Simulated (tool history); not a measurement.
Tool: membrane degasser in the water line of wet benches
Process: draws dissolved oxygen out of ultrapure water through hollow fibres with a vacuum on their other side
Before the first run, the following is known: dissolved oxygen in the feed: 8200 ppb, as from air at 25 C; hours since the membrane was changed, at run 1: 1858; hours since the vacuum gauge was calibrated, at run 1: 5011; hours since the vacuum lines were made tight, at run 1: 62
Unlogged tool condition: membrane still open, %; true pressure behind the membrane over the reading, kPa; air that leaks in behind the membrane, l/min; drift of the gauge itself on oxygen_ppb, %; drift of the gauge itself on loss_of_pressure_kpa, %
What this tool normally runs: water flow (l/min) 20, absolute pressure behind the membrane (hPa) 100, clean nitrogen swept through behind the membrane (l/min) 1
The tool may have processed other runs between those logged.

| run | hour | water flow (l/min) | absolute pressure behind the membrane (hPa) | clean nitrogen swept through behind the membrane (l/min) | hours since the membrane was changed | hours since the vacuum gauge was calibrated | hours since the vacuum lines were made tight | dissolved oxygen in the water behind the degasser (ppb) | pressure that the water loses in the fibres (hPa) |
|---|---|---|---|---|---|---|---|---|---|
| 1 | 0 | 20 | 100 | 1 | 1858 | 5011 | 62 | 310.7 | 681.8 |
| 2 | 58.3 | 20 | 100 | 0.83 | 1916 | 5069 | 120 | 363.5 | 684.5 |
|  | 115 | vacuum gauge calibrated |
| 3 | 123.9 | 20 | 100 | 0.83 | 1981 | 9 | 185 | 346 | 684.3 |
| 4 | 160.8 | 20 | 99 | 0.83 | 2018 | 46 | 222 | 342 | 681.4 |
| 5 | 224.8 | 20 | 119 | 1 | 2082 | 110 | 286 | 376.7 | 684 |
| 6 | 283.9 | 20 | 100 | 1.61 | 2141 | 169 | 345 | 197.8 | 687.4 |
| 7 | 361.7 | 20 | 100 | 1.61 | 2219 | 247 | 423 | 198.7 | 687.1 |
| 8 | 426 | 20 | 100 | 1.61 | 2283 | 311 | 487 | 198.5 | 680.9 |
| 9 | 482.3 | 20 | 100 | 1.61 | 2339 | 367 | 543 | 198.6 | 688.3 |
| 10 | 541.2 | 20 | 100 | 1 | 2398 | 426 | 602 | 299.7 | 687.2 |
| 11 | 603.2 | 20 | 97 | 1 | 2460 | 488 | 664 | 287.6 | 686.2 |
| 12 | 652.3 | 20 | 97 | 1 | 2509 | 537 | 713 | 286.8 | 689 |
| 13 | 692.4 | 20 | 97 | 1 | 2549 | 577 | 753 | 286 | 689.9 |
| 14 | 760.9 | 20 | 97 | 1 | 2618 | 646 | 822 | 285.3 | 684.6 |
| 15 | 810.4 | 20 | 100 | 1 | 2667 | 695 | 871 | 300.1 | 689.7 |
| 16 | 883.8 | 20 | 100 | 1 | 2741 | 769 | 945 | 298.5 | 686.7 |
| 17 | 939.8 | 20 | 114 | 1 | 2797 | 825 | 1001 | 357.1 | 685.6 |
| 18 | 1017.6 | 31 | 249 | 0.8 | 2875 | 903 | 1079 | 1492.3 | 1066.1 |
| 19 | 1058.9 | 13 | 96 | 0.66 | 2916 | 944 | 1120 | 277.1 | 447.7 |
| 20 | 1129.8 | 17 | 67 | 1 | 2987 | 1015 | 1191 | 137.3 | 586.8 |
| 21 | 1183.6 | 17 | 67 | 1 | 3041 | 1069 | 1245 | 139.1 | 584.2 |
| 22 | 1236.4 | 17 | 67 | 1 | 3093 | 1121 | 1297 | 138.2 | 587.1 |
| 23 | 1284.4 | 19 | 110 | 1.9 | 3141 | 1169 | 1345 | 186.5 | 656.8 |
| 24 | 1348 | 18 | 100 | 1 | 3205 | 1233 | 1409 | 272.9 | 618.1 |
| 25 | 1414.7 | 26 | 100 | 0.63 | 3272 | 1300 | 1476 | 546.9 | 896.9 |
| 26 | 1490 | 25 | 196 | 1.75 | 3347 | 1375 | 1551 | 523.8 | 867.7 |
| 27 | 1531.2 | 25 | 196 | 1.75 | 3388 | 1416 | 1592 | 523.2 | 860.5 |
| 28 | 1583.4 | 30 | 98 | 1.64 | 3440 | 1468 | 1644 | 289.1 | 1036.3 |
| 29 | 1621.6 | 27 | 100 | 0.77 | 3479 | 1507 | 1683 | 487.8 | 931 |
| 30 | 1669.9 | 27 | 149 | 0.77 | 3527 | 1555 | 1731 | 792.2 | 930.1 |
| 31 | 1723.5 | 27 | 183 | 2.77 | 3581 | 1609 | 1785 | 351.2 | 933.1 |
| 32 | 1759.5 | 22 | 114 | 1.31 | 3617 | 1644 | 1820 | 312.4 | 758.1 |
| 33 | 1806.4 | 22 | 114 | 1.31 | 3663 | 1691 | 1867 | 313.4 | 761.6 |

Branching from run 33: 3 alternative next runs. What would each branch give?
| A | 1878.2 | 15 | 186 | 1.94 | 3735 | 1763 | 1939 | ? | ? |
| B | 1878.2 | 14 | 100 | 2.55 | 3735 | 1763 | 1939 | ? | ? |
| C | 1878.2 | 26 | 120 | 1.91 | 3735 | 1763 | 1939 | ? | ? |

| run | dissolved oxygen in the water behind the degasser (ppb) | pressure that the water loses in the fibres (hPa) |
|---|---|---|
| A | 285.6 | 515.9 |
| B | 92.7 | 485.5 |
| C | 286.3 | 900.6 |
Stripped of hidden state, with their random variation kept, the same runs would have yielded:
| run | dissolved oxygen in the water behind the degasser (ppb) | pressure that the water loses in the fibres (hPa) |
|---|---|---|
| A | 280.4 | 502.5 |
| B | 89.9 | 473 |
| C | 279.6 | 877.4 |
